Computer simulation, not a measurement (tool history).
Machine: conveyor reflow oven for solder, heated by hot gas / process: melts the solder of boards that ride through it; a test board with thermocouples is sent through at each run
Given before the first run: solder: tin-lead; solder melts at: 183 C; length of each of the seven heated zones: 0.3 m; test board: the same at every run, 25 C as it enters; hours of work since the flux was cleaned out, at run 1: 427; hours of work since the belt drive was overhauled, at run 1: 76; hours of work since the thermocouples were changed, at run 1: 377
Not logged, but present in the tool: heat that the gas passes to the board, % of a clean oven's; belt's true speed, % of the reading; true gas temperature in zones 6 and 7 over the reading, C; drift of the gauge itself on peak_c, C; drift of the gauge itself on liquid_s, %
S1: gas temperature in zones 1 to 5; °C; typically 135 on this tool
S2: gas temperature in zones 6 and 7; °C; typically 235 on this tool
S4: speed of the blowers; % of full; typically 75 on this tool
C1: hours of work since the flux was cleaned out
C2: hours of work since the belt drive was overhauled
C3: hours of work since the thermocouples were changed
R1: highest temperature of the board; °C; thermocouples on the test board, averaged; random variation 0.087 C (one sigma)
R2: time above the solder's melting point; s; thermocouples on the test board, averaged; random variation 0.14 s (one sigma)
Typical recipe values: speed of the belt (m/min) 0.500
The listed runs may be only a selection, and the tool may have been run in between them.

{"run": 1, "day": 0.0, "S1": 135, "S2": 235, "speed of the belt (m/min)": 0.5, "S4": 75, "C1": 427, "C2": 76, "C3": 377, "R1": 212.3, "R2": 48.0}
{"run": 2, "day": 0.271, "S1": 135, "S2": 235, "speed of the belt (m/min)": 0.5, "S4": 75, "C1": 432, "C2": 80, "C3": 381, "R1": 212.23, "R2": 48.0}
{"run": 3, "day": 0.554, "S1": 135, "S2": 235, "speed of the belt (m/min)": 0.5, "S4": 75, "C1": 437, "C2": 85, "C3": 386, "R1": 212.34, "R2": 47.9}
{"run": 4, "day": 0.738, "S1": 135, "S2": 242, "speed of the belt (m/min)": 0.5, "S4": 75, "C1": 440, "C2": 88, "C3": 389, "R1": 217.93, "R2": 52.7}
{"run": 5, "day": 1.096, "S1": 146, "S2": 242, "speed of the belt (m/min)": 0.5, "S4": 75, "C1": 446, "C2": 94, "C3": 395, "R1": 220.55, "R2": 58.3}
{"run": 6, "day": 1.279, "S1": 146, "S2": 242, "speed of the belt (m/min)": 0.5, "S4": 75, "C1": 449, "C2": 97, "C3": 398, "R1": 220.45, "R2": 58.4}
{"run": 7, "day": 1.546, "S1": 135, "S2": 235, "speed of the belt (m/min)": 0.5, "S4": 75, "C1": 453, "C2": 101, "C3": 403, "R1": 212.19, "R2": 47.7}
{"run": 8, "day": 1.717, "S1": 135, "S2": 235, "speed of the belt (m/min)": 0.5, "S4": 75, "C1": 456, "C2": 104, "C3": 406, "R1": 212.26, "R2": 47.8}
{"run": 9, "day": 2.079, "S1": 135, "S2": 235, "speed of the belt (m/min)": 0.5, "S4": 75, "C1": 462, "C2": 110, "C3": 412, "R1": 212.46, "R2": 47.9}
{"run": 10, "day": 2.275, "S1": 135, "S2": 235, "speed of the belt (m/min)": 0.5, "S4": 75, "C1": 465, "C2": 114, "C3": 415, "R1": 212.26, "R2": 48.0}
{"run": 11, "day": 2.529, "S1": 135, "S2": 235, "speed of the belt (m/min)": 0.5, "S4": 75, "C1": 470, "C2": 118, "C3": 419, "R1": 212.32, "R2": 47.7}
{"run": 12, "day": 2.754, "S1": 148, "S2": 243, "speed of the belt (m/min)": 0.5, "S4": 80, "C1": 473, "C2": 122, "C3": 423, "R1": 223.13, "R2": 60.8}
{"run": 13, "day": 3.092, "S1": 148, "S2": 243, "speed of the belt (m/min)": 0.534, "S4": 65, "C1": 479, "C2": 127, "C3": 429, "R1": 215.92, "R2": 51.2}
{"run": 14, "day": 3.292, "S1": 148, "S2": 243, "speed of the belt (m/min)": 0.526, "S4": 63, "C1": 483, "C2": 131, "C3": 432, "R1": 215.7, "R2": 52.0}
{"run": 15, "day": 3.592, "S1": 148, "S2": 243, "speed of the belt (m/min)": 0.526, "S4": 63, "C1": 488, "C2": 136, "C3": 437, "R1": 215.86, "R2": 51.7}
{"run": 16, "day": 3.946, "S1": 135, "S2": 245, "speed of the belt (m/min)": 0.5, "S4": 89, "C1": 493, "C2": 142, "C3": 443, "R1": 224.17, "R2": 57.5}
{"run": 17, "day": 4.208, "S1": 145, "S2": 238, "speed of the belt (m/min)": 0.51, "S4": 61, "C1": 498, "C2": 146, "C3": 447, "R1": 211.62, "R2": 48.7}
{"day": 4.512, "done": "flux residue cleaned out of gas plates and filters"}
{"run": 18, "day": 4.738, "S1": 139, "S2": 235, "speed of the belt (m/min)": 0.5, "S4": 64, "C1": 4, "C2": 151, "C3": 453, "R1": 212.02, "R2": 48.7}

Run 19 has not been measured yet. What should we expect?
{"run": 19, "day": 5.038, "S1": 139, "S2": 235, "speed of the belt (m/min)": 0.5, "S4": 64, "C1": 9, "C2": 156, "C3": 458, "R1": "?", "R2": "?"}

{"run 19": {"R1": 212.01, "R2": 48.5}}
With no hidden state in the tool, this same run would have given R1 211.40 °C, R2 47.7 s.
